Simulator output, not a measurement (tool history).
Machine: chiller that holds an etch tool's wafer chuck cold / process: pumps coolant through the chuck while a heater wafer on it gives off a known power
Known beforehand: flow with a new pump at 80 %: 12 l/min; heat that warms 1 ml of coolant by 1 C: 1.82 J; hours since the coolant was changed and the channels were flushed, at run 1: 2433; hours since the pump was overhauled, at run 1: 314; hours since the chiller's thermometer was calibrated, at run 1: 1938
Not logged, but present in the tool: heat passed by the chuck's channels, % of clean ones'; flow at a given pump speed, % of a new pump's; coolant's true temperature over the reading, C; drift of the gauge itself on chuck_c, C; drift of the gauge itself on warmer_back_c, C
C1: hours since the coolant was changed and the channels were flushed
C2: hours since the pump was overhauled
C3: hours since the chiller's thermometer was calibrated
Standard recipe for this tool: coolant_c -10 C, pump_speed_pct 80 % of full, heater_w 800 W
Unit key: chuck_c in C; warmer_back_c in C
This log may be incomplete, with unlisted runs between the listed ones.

Run 1, day 0.000: usual settings; C1 2433; C2 314; C3 1938. Result: chuck_c -4.85 C, warmer_back_c 2.188 C.
Run 2, day 1.288: usual settings; C1 2464; C2 345; C3 1969. Result: chuck_c -4.85 C, warmer_back_c 2.198 C.
Run 3, day 2.712: usual settings but coolant_c -14 C; C1 2498; C2 379; C3 2003. Result: chuck_c -8.76 C, warmer_back_c 2.184 C.
Run 4, day 3.846: usual settings but coolant_c -14 C; C1 2526; C2 406; C3 2030. Result: chuck_c -8.85 C, warmer_back_c 2.202 C.
Run 5, day 5.658: usual settings but coolant_c -14 C; C1 2569; C2 450; C3 2073. Result: chuck_c -8.85 C, warmer_back_c 2.197 C.
Run 6, day 7.038: usual settings but heater_w 702 W; C1 2602; C2 483; C3 2107. Result: chuck_c -5.47 C, warmer_back_c 1.931 C.
Run 7, day 8.567: usual settings but heater_w 702 W; C1 2639; C2 519; C3 2143. Result: chuck_c -5.49 C, warmer_back_c 1.924 C.
Run 8, day 9.692: usual settings but coolant_c -4 C; C1 2666; C2 546; C3 2170. Result: chuck_c 1.16 C, warmer_back_c 2.188 C.
Run 9, day 11.175: usual settings but coolant_c -14 C, pump_speed_pct 85 % of full, heater_w 469 W; C1 2702; C2 582; C3 2206. Result: chuck_c -11.15 C, warmer_back_c 1.214 C.
Run 10, day 13.029: usual settings but coolant_c -16 C, pump_speed_pct 77 % of full; C1 2746; C2 627; C3 2250. Result: chuck_c -10.71 C, warmer_back_c 2.286 C.
Run 11, day 14.479: usual settings but coolant_c -18 C, pump_speed_pct 78 % of full, heater_w 602 W; C1 2781; C2 661; C3 2285. Result: chuck_c -14.13 C, warmer_back_c 1.706 C.
Run 12, day 16.421: usual settings but coolant_c -18 C, pump_speed_pct 78 % of full, heater_w 602 W; C1 2828; C2 708; C3 2332. Result: chuck_c -14.11 C, warmer_back_c 1.700 C.
Run 13, day 18.179: usual settings but coolant_c -18 C, pump_speed_pct 78 % of full, heater_w 602 W; C1 2870; C2 750; C3 2374. Result: chuck_c -14.14 C, warmer_back_c 1.702 C.
Run 14, day 20.088: usual settings but coolant_c -18 C, pump_speed_pct 78 % of full, heater_w 602 W; C1 2916; C2 796; C3 2420. Result: chuck_c -14.12 C, warmer_back_c 1.698 C.
Run 15, day 21.967: usual settings but coolant_c -16 C, pump_speed_pct 93 % of full, heater_w 426 W; C1 2961; C2 841; C3 2465. Result: chuck_c -13.66 C, warmer_back_c 1.009 C.

Forecast each of these 5 alternatives for the next run:
Run A, day 23.267: usual settings but heater_w 578 W; C1 2992; C2 872; C3 2496. Result: chuck_c ?, warmer_back_c ?.
Run B, day 23.267: usual settings but coolant_c -14 C, pump_speed_pct 77 % of full, heater_w 885 W; C1 2992; C2 872; C3 2496. Result: chuck_c ?, warmer_back_c ?.
Run C, day 23.267: usual settings but coolant_c -16 C, pump_speed_pct 86 % of full, heater_w 776 W; C1 2992; C2 872; C3 2496. Result: chuck_c ?, warmer_back_c ?.
Run D, day 23.267: usual settings but coolant_c -16 C, pump_speed_pct 93 % of full, heater_w 770 W; C1 2992; C2 872; C3 2496. Result: chuck_c ?, warmer_back_c ?.
Run E, day 23.267: usual settings but coolant_c -11 C, pump_speed_pct 94 % of full, heater_w 1139 W; C1 2992; C2 872; C3 2496. Result: chuck_c ?, warmer_back_c ?.

run  chuck_c  warmer_back_c
  A    -6.35          1.582
  B    -8.11          2.515
  C   -11.24          1.981
  D   -11.49          1.825
  E    -4.20          2.682
Stripped of hidden state, with their random variation kept, the same runs would have yielded:
run  chuck_c  warmer_back_c
  A    -6.25          1.580
  B    -8.14          2.510
  C   -11.20          1.978
  D   -11.44          1.822
  E    -4.29          2.677
